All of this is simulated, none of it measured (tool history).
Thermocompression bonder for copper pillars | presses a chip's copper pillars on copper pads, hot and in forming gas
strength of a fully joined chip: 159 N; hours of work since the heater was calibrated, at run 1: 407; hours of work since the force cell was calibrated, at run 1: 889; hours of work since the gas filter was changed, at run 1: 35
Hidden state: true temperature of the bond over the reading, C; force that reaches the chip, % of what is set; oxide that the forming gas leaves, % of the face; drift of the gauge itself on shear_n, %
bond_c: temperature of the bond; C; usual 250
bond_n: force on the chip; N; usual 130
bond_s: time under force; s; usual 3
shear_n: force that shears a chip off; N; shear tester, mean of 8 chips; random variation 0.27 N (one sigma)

run	hour	bond_c	bond_n	bond_s	hours of work since the heater was calibrated	hours of work since the force cell was calibrated	hours of work since the gas filter was changed	shear_n
1	0.0	250	130	3	407	889	35	73.9
2	30.2	250	127	3	423	905	51	73.0
3	65.7	250	127	3	442	924	70	72.1
4	85.0	250	127	3	452	934	80	72.2
5	119.9	250	147	3	471	953	99	79.0
6	141.3	250	147	3	482	964	110	79.1
7	174.7	250	89	3	500	982	128	56.9
8	209.9	238	89	3	519	1001	146	47.9
9	232.4	238	89	3	531	1013	158	47.9
10	251.8	250	130	6	541	1023	169	91.0
11	275.9	250	130	6	554	1036	181	90.9
12	299.1	250	130	6	566	1048	194	91.2
# hour 305.6: force cell calibrated
13	336.1	250	130	6	585	16	213	88.8
14	358.6	250	130	2	597	28	225	60.8
15	383.2	250	130	3	610	41	238	69.6
16	399.1	250	130	3	618	50	246	70.0
17	428.2	250	137	3	634	65	262	72.5
18	452.1	250	130	3	647	78	274	70.1
19	473.4	251	81	3	658	89	286	51.6
20	491.2	250	150	3	667	99	295	75.9

Run 21 comes next. What will it give?
21	507.7	250	150	3	676	107	304	?

Run 21 gave shear_n 75.7 N.
Without the tool's hidden state the same run would have given shear_n 77.2 N.
